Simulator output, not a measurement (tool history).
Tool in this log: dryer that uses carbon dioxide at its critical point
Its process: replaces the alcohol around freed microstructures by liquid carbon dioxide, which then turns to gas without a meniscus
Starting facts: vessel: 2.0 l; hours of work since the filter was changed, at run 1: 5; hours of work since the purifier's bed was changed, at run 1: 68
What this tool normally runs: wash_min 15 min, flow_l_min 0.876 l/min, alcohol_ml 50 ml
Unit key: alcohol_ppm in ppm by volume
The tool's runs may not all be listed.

run,hour,wash_min,flow_l_min,alcohol_ml,hours of work since the filter was changed,hours of work since the purifier's bed was changed,alcohol_ppm
1,0,15,0.876,50,5,68,213
2,46.6,15,0.876,50,21,84,222
3,79.6,15,0.876,50,32,96,232
4,118.1,9,0.876,50,45,109,1424
5,147.8,9,0.876,50,55,119,1435
6,187.4,15,0.876,50,69,132,245
7,232.7,15,1.21,50,84,148,67
8,268.7,15,0.876,50,97,160,249
9,314.3,15,0.876,44,112,176,238
10,336.1,15,0.876,50,120,183,271
11,356,15,0.876,31,126,190,180
12,401.8,15,0.71,50,142,206,603
13,443.1,15,0.71,50,156,220,614
14,464.6,15,0.71,50,164,227,622
15,507.6,15,1.14,50,178,242,105
16,536,15,1.14,50,188,252,104
17,579.3,10,0.876,50,203,266,1239
18,628,16,0.876,50,219,283,247
19,654.4,16,0.876,50,228,292,244
20,682.1,16,0.876,50,238,301,251
21,714.4,15,0.876,93,249,312,568
22,742.4,15,0.876,93,258,322,598
23,791,11,0.876,50,275,339,1022
24,832.9,15,0.876,35,289,353,268
25,865.6,15,0.876,35,301,364,265
26,895.6,15,0.876,35,311,374,272
27,938.1,15,1.429,35,325,389,85
28,975.7,12,0.875,35,338,402,612
29,997.3,23,0.876,86,346,409,115
30,1028.4,21,0.687,31,356,420,190
31,1073.7,21,1.059,30,372,435,77
32,1096.7,11,0.833,25,380,443,672
33,1137.7,11,0.833,25,394,457,699
34,1181.6,10,0.833,25,409,472,932
35,1228.7,22,0.794,25,425,488,113
36,1258.6,10,0.975,43,435,498,1055
# hour 1296.7: purifier's bed changed
37,1297.3,10,0.975,43,447,0,969
38,1332,10,0.975,43,459,12,977
39,1376.8,17,0.771,87,474,27,700
40,1399,13,0.876,82,482,35,1156
41,1426,16,0.876,22,491,44,147
42,1448.8,16,1.101,54,499,52,126
43,1480.3,10,1.265,50,510,63,533
44,1517.4,23,0.964,51,522,75,50
45,1564.4,23,0.964,51,538,91,48
# hour 1568.1: inlet filter changed
46,1598.4,23,0.964,44,10,103,24
47,1626.9,23,0.964,44,20,113,33

Difference, measured minus no-hidden-state, one row per run. Run-to-run variation is common to both terms; the gauge's own scatter need not be:
Hidden state present: flow that reaches the vessel past the clogged filter, %; alcohol in the recycled carbon dioxide, ppm; drift of the gauge itself on alcohol_ppm, %.
run,alcohol_ppm
1,+13
2,+19
3,+25
4,+76
5,+88
6,+41
7,+27
8,+53
9,+56
10,+64
11,+51
12,+118
13,+127
14,+135
15,+53
16,+56
17,+248
18,+97
19,+102
20,+106
21,+201
22,+215
23,+291
24,+122
25,+127
26,+133
27,+64
28,+233
29,+87
30,+117
31,+69
32,+254
33,+269
34,+334
35,+93
36,+429
37,+361
38,+374
39,+340
40,+520
41,+80
42,+80
43,+269
44,+33
45,+35
46,+17
47,+18

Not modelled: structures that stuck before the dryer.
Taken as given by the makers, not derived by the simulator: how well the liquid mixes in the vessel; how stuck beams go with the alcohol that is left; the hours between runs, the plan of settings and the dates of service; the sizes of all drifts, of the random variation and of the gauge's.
